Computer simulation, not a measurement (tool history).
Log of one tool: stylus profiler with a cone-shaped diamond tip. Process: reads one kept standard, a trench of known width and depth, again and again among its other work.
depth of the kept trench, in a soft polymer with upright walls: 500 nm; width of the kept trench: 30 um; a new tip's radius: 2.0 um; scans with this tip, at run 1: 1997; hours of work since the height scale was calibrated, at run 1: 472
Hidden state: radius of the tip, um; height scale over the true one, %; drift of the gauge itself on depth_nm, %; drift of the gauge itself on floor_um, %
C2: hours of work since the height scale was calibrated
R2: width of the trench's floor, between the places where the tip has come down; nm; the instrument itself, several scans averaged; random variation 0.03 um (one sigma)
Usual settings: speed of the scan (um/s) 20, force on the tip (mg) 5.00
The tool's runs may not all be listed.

Run 1, hour 0.0: usual settings; scans with this tip 1997; C2 472. Result: depth of the trench (nm) 508.04, R2 26890 nm.
Run 2, hour 13.8: usual settings; scans with this tip 2043; C2 483. Result: depth of the trench (nm) 508.33, R2 26960 nm.
Run 3, hour 35.3: usual settings but force on the tip (mg) 9.98; scans with this tip 2114; C2 500. Result: depth of the trench (nm) 512.50, R2 26810 nm.
Run 4, hour 65.0: usual settings but force on the tip (mg) 9.98; scans with this tip 2213; C2 523. Result: depth of the trench (nm) 512.19, R2 26850 nm.
Run 5, hour 84.2: usual settings but force on the tip (mg) 9.98; scans with this tip 2277; C2 539. Result: depth of the trench (nm) 512.53, R2 26880 nm.
Run 6, hour 108.0: usual settings but force on the tip (mg) 7.29; scans with this tip 2356; C2 557. Result: depth of the trench (nm) 510.34, R2 26830 nm.
Run 7, hour 138.3: usual settings but force on the tip (mg) 4.76; scans with this tip 2457; C2 581. Result: depth of the trench (nm) 507.96, R2 26800 nm.
Run 8, hour 156.8: usual settings but speed of the scan (um/s) 9; scans with this tip 2518; C2 596. Result: depth of the trench (nm) 508.42, R2 26860 nm.
Run 9, hour 178.0: usual settings but speed of the scan (um/s) 9; scans with this tip 2589; C2 612. Result: depth of the trench (nm) 508.34, R2 26790 nm.
Run 10, hour 204.1: usual settings but speed of the scan (um/s) 9; scans with this tip 2676; C2 633. Result: depth of the trench (nm) 508.47, R2 26770 nm.
Run 11, hour 233.7: usual settings but speed of the scan (um/s) 9; scans with this tip 2774; C2 656. Result: depth of the trench (nm) 508.52, R2 26810 nm.
Run 12, hour 265.1: usual settings; scans with this tip 2879; C2 681. Result: depth of the trench (nm) 508.57, R2 26660 nm.
Run 13, hour 285.3: usual settings; scans with this tip 2946; C2 697. Result: depth of the trench (nm) 508.36, R2 26710 nm.
Run 14, hour 316.5: usual settings; scans with this tip 3050; C2 721. Result: depth of the trench (nm) 508.28, R2 26700 nm.
Run 15, hour 349.7: usual settings but speed of the scan (um/s) 43, force on the tip (mg) 14.29; scans with this tip 3160; C2 748. Result: depth of the trench (nm) 515.91, R2 26640 nm.
Run 16, hour 374.3: usual settings but speed of the scan (um/s) 43, force on the tip (mg) 14.29; scans with this tip 3242; C2 767. Result: depth of the trench (nm) 515.60, R2 26660 nm.
Run 17, hour 402.4: usual settings but speed of the scan (um/s) 19, force on the tip (mg) 7.68; scans with this tip 3335; C2 789. Result: depth of the trench (nm) 510.83, R2 26660 nm.
Run 18, hour 432.9: usual settings but speed of the scan (um/s) 19, force on the tip (mg) 7.68; scans with this tip 3437; C2 813. Result: depth of the trench (nm) 511.18, R2 26650 nm.
Run 19, hour 461.4: usual settings but speed of the scan (um/s) 19, force on the tip (mg) 7.68; scans with this tip 3532; C2 835. Result: depth of the trench (nm) 511.29, R2 26620 nm.
Run 20, hour 482.1: usual settings but speed of the scan (um/s) 40, force on the tip (mg) 7.68; scans with this tip 3601; C2 852. Result: depth of the trench (nm) 511.35, R2 26560 nm.
At hour 504.5: height scale calibrated on a step standard.
Run 21, hour 504.7: usual settings but speed of the scan (um/s) 40, force on the tip (mg) 7.68; scans with this tip 3674; C2 0. Result: depth of the trench (nm) 509.60, R2 26510 nm.
Run 22, hour 521.3: usual settings but speed of the scan (um/s) 40, force on the tip (mg) 7.68; scans with this tip 3729; C2 13. Result: depth of the trench (nm) 509.48, R2 26530 nm.
Run 23, hour 539.3: usual settings but speed of the scan (um/s) 40, force on the tip (mg) 7.68; scans with this tip 3789; C2 27. Result: depth of the trench (nm) 509.60, R2 26490 nm.
Run 24, hour 570.3: usual settings but force on the tip (mg) 3.69; scans with this tip 3892; C2 52. Result: depth of the trench (nm) 505.77, R2 26470 nm.
Run 25, hour 586.8: usual settings but speed of the scan (um/s) 17, force on the tip (mg) 2.88; scans with this tip 3947; C2 65. Result: depth of the trench (nm) 504.90, R2 26490 nm.
Run 26, hour 618.7: usual settings but speed of the scan (um/s) 16, force on the tip (mg) 8.75; scans with this tip 4053; C2 90. Result: depth of the trench (nm) 510.41, R2 26550 nm.
Run 27, hour 641.6: usual settings but speed of the scan (um/s) 16, force on the tip (mg) 8.75; scans with this tip 4129; C2 108. Result: depth of the trench (nm) 510.55, R2 26510 nm.

Forecast each of these 5 alternatives for the next run:
Run A, hour 666.3: usual settings but speed of the scan (um/s) 7, force on the tip (mg) 10.96; scans with this tip 4212; C2 127. Result: depth of the trench (nm) ?, R2 ?.
Run B, hour 666.3: usual settings but speed of the scan (um/s) 5, force on the tip (mg) 3.26; scans with this tip 4212; C2 127. Result: depth of the trench (nm) ?, R2 ?.
Run C, hour 666.3: usual settings but speed of the scan (um/s) 16, force on the tip (mg) 8.75; scans with this tip 4212; C2 127. Result: depth of the trench (nm) ?, R2 ?.
Run D, hour 666.3: usual settings but speed of the scan (um/s) 44, force on the tip (mg) 3.24; scans with this tip 4212; C2 127. Result: depth of the trench (nm) ?, R2 ?.
Run E, hour 666.3: usual settings but speed of the scan (um/s) 65, force on the tip (mg) 11.78; scans with this tip 4212; C2 127. Result: depth of the trench (nm) ?, R2 ?.

run  depth of the trench (nm)     R2
  A                    512.49  26530
  B                    505.73  26470
  C                    510.42  26490
  D                    505.53  26370
  E                    512.83  26460
Without the tool's hidden state the same runs would have given:
run  depth of the trench (nm)     R2
  A                    512.28  27380
  B                    505.53  27320
  C                    510.21  27340
  D                    505.32  27210
  E                    512.62  27310
